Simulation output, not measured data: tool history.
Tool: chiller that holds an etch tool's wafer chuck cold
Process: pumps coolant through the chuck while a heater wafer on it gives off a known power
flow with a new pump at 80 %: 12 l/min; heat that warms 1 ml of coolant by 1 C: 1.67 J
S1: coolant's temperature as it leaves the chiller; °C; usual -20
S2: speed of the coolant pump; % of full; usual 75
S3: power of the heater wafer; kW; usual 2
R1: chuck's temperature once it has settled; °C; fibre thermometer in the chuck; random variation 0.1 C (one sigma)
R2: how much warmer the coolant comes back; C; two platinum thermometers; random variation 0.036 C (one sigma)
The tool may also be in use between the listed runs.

{"run": 1, "hour": 0.0, "S1": -20, "S2": 75, "S3": 2, "R1": 2.8, "R2": 6.56}
{"run": 2, "hour": 51.9, "S1": -20, "S2": 75, "S3": 2, "R1": 2.9, "R2": 6.64}
{"hour": 97.3, "done": "chiller's thermometer calibrated"}
{"run": 3, "hour": 132.6, "S1": -20, "S2": 75, "S3": 2, "R1": 2.7, "R2": 6.45}
{"run": 4, "hour": 166.3, "S1": -20, "S2": 75, "S3": 2, "R1": 2.3, "R2": 6.5}
{"run": 5, "hour": 218.3, "S1": -20, "S2": 75, "S3": 2.188, "R1": 5.1, "R2": 7.13}
{"run": 6, "hour": 260.1, "S1": -20, "S2": 75, "S3": 2.188, "R1": 4.8, "R2": 7.14}
{"run": 7, "hour": 310.3, "S1": -14, "S2": 63, "S3": 2.054, "R1": 12.2, "R2": 8.21}
{"run": 8, "hour": 343.0, "S1": -14, "S2": 95, "S3": 1.283, "R1": -1.6, "R2": 3.36}
{"run": 9, "hour": 399.7, "S1": -22, "S2": 88, "S3": 1.283, "R1": -9, "R2": 3.49}
{"run": 10, "hour": 456.2, "S1": -22, "S2": 78, "S3": 2, "R1": 0.1, "R2": 6.31}
{"run": 11, "hour": 518.7, "S1": -20, "S2": 76, "S3": 2.873, "R1": 12.4, "R2": 9.36}

Forecast each of these 4 alternatives for the next run:
{"run": "A", "hour": 588.5, "S1": -28, "S2": 79, "S3": 2, "R1": "?", "R2": "?"}
{"run": "B", "hour": 588.5, "S1": -16, "S2": 68, "S3": 2.485, "R1": "?", "R2": "?"}
{"run": "C", "hour": 588.5, "S1": -22, "S2": 64, "S3": 1.56, "R1": "?", "R2": "?"}
{"run": "D", "hour": 588.5, "S1": -15, "S2": 64, "S3": 2.459, "R1": "?", "R2": "?"}

run=A R1=-5.9 R2=6.17
run=B R1=14.5 R2=9.11
run=C R1=-2 R2=6.08
run=D R1=16.6 R2=9.73
Without the tool's hidden state the same runs would have given:
run=A R1=-8.9 R2=6.04
run=B R1=10.3 R2=8.92
run=C R1=-4.7 R2=5.95
run=D R1=12.3 R2=9.53
